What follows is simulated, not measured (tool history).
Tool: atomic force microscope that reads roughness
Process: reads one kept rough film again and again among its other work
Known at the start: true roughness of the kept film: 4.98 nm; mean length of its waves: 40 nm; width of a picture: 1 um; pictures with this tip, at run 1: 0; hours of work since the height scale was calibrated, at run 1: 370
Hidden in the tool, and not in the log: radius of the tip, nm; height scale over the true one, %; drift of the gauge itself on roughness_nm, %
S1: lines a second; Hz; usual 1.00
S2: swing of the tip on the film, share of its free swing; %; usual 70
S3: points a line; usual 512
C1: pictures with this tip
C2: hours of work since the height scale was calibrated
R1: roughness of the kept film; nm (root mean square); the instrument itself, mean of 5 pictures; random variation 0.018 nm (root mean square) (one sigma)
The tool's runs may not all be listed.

run	hour	S1	S2	S3	C1	C2	R1
1	0.0	1.00	70	512	0	370	4.430
2	19.8	1.00	70	512	49	385	4.375
3	36.2	1.00	70	512	90	397	4.326
4	54.6	1.00	70	922	135	412	4.311
5	74.8	1.00	70	922	185	427	4.256
6	94.4	1.00	70	512	233	442	4.182
7	110.4	1.00	70	512	273	454	4.158
# hour 118.8: new tip fitted
8	126.8	1.00	70	512	20	467	4.435
9	149.2	1.00	70	512	75	484	4.390
10	159.8	0.81	77	512	102	492	4.301
11	170.1	2.87	81	502	127	500	3.580
12	189.9	3.79	76	512	176	515	3.551
13	211.6	3.79	78	733	229	532	3.391
14	233.9	3.79	55	727	284	549	4.064
# hour 238.1: new tip fitted
15	251.2	2.16	57	346	32	562	4.410
16	266.2	0.63	70	266	69	573	4.447
17	279.3	0.63	70	266	101	583	4.386

Forecast each of these 3 alternatives for the next run:
A	297.4	2.07	75	704	146	597	?
B	297.4	1.03	84	617	146	597	?
C	297.4	2.89	62	591	146	597	?

run	R1
A	3.951
B	4.069
C	4.157
Without the tool's hidden state the same runs would have given:
run	R1
A	4.098
B	4.220
C	4.311
